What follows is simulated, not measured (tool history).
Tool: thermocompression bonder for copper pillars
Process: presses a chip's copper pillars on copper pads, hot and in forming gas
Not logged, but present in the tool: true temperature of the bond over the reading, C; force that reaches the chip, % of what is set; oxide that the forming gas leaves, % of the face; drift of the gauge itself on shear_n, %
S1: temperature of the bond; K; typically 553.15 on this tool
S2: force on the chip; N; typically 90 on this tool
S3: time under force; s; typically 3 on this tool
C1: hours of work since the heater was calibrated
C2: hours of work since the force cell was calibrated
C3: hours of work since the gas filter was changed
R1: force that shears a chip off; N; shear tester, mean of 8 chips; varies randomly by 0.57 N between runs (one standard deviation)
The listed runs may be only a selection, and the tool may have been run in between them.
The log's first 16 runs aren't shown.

Run 17, hour 590.4: usual settings but S2 110 N, S3 5 s; C1 595; C2 426; C3 426. Result: R1 46.3 N.
Run 18, hour 610.6: usual settings; C1 605; C2 436; C3 436. Result: R1 31.9 N.
Run 19, hour 642.7: usual settings; C1 622; C2 452; C3 452. Result: R1 31.3 N.
Run 20, hour 664.4: usual settings but S3 2 s; C1 633; C2 463; C3 463. Result: R1 27.1 N.
At hour 678.3: forming gas filter changed.
Run 21, hour 691.8: usual settings but S3 2 s; C1 646; C2 477; C3 7. Result: R1 27.7 N.
Run 22, hour 727.7: usual settings but S3 2 s; C1 664; C2 495; C3 25. Result: R1 28.6 N.
Run 23, hour 775.8: usual settings but S3 2 s; C1 689; C2 520; C3 49. Result: R1 28.2 N.
Run 24, hour 803.8: usual settings but S3 2 s; C1 703; C2 534; C3 64. Result: R1 28.8 N.
Run 25, hour 850.5: usual settings but S1 534.15 K; C1 727; C2 557; C3 87. Result: R1 24.8 N.
Run 26, hour 895.6: usual settings but S1 534.15 K; C1 749; C2 580; C3 110. Result: R1 23.9 N.
Run 27, hour 939: usual settings but S2 57 N; C1 771; C2 602; C3 132. Result: R1 19.2 N.
Run 28, hour 987.1: usual settings; C1 796; C2 627; C3 156. Result: R1 32.7 N.
At hour 991.4: heater calibrated with a thermocouple chip.
Run 29, hour 1010.3: usual settings but S1 528.15 K, S2 67 N; C1 10; C2 637; C3 167. Result: R1 15.8 N.
Run 30, hour 1049.1: usual settings but S1 528.15 K, S2 67 N; C1 29; C2 657; C3 187. Result: R1 14.7 N.
At hour 1068: heater calibrated with a thermocouple chip, once more.
Run 31, hour 1094.9: usual settings but S1 548.15 K, S2 75 N; C1 14; C2 679; C3 209. Result: R1 23.8 N.
Run 32, hour 1130.2: usual settings but S1 569.15 K, S2 123 N; C1 32; C2 697; C3 227. Result: R1 51.3 N.
Run 33, hour 1168.1: usual settings but S1 569.15 K, S2 83 N; C1 51; C2 716; C3 246. Result: R1 35.1 N.
Run 34, hour 1196.7: usual settings but S1 554.15 K, S3 2 s; C1 65; C2 731; C3 261. Result: R1 27.6 N.
Run 35, hour 1234.9: usual settings but S1 581.15 K, S3 2 s; C1 85; C2 750; C3 280. Result: R1 38.8 N.
Run 36, hour 1272: usual settings but S1 581.15 K, S3 2 s; C1 103; C2 769; C3 299. Result: R1 38.9 N.
Run 37, hour 1307.1: usual settings but S1 581.15 K, S3 2 s; C1 121; C2 787; C3 317. Result: R1 38.1 N.
Run 38, hour 1334.7: usual settings but S1 576.15 K, S3 4 s; C1 135; C2 801; C3 330. Result: R1 47.1 N.
Run 39, hour 1375: usual settings but S1 576.15 K, S3 4 s; C1 156; C2 821; C3 351. Result: R1 44.8 N.

5 options for the next run, each taken on its own from the tool as it stands now. Forecast them:
Run A, hour 1407.8: usual settings but S1 538.15 K, S2 73 N, S3 6 s; C1 172; C2 838; C3 368. Result: R1 ?.
Run B, hour 1407.8: usual settings but S1 576.15 K, S3 9 s; C1 172; C2 838; C3 368. Result: R1 ?.
Run C, hour 1407.8: usual settings but S1 539.15 K, S2 118 N, S3 2 s; C1 172; C2 838; C3 368. Result: R1 ?.
Run D, hour 1407.8: usual settings but S2 109 N, S3 2 s; C1 172; C2 838; C3 368. Result: R1 ?.
Run E, hour 1407.8: usual settings but S1 557.15 K; C1 172; C2 838; C3 368. Result: R1 ?.

run    R1
  A  25.5
  B  57.1
  C    28
  D  32.3
  E  32.7
Without the tool's unlogged condition, the same runs would have read:
run    R1
  A  27.1
  B  60.3
  C  29.8
  D  34.3
  E  34.7
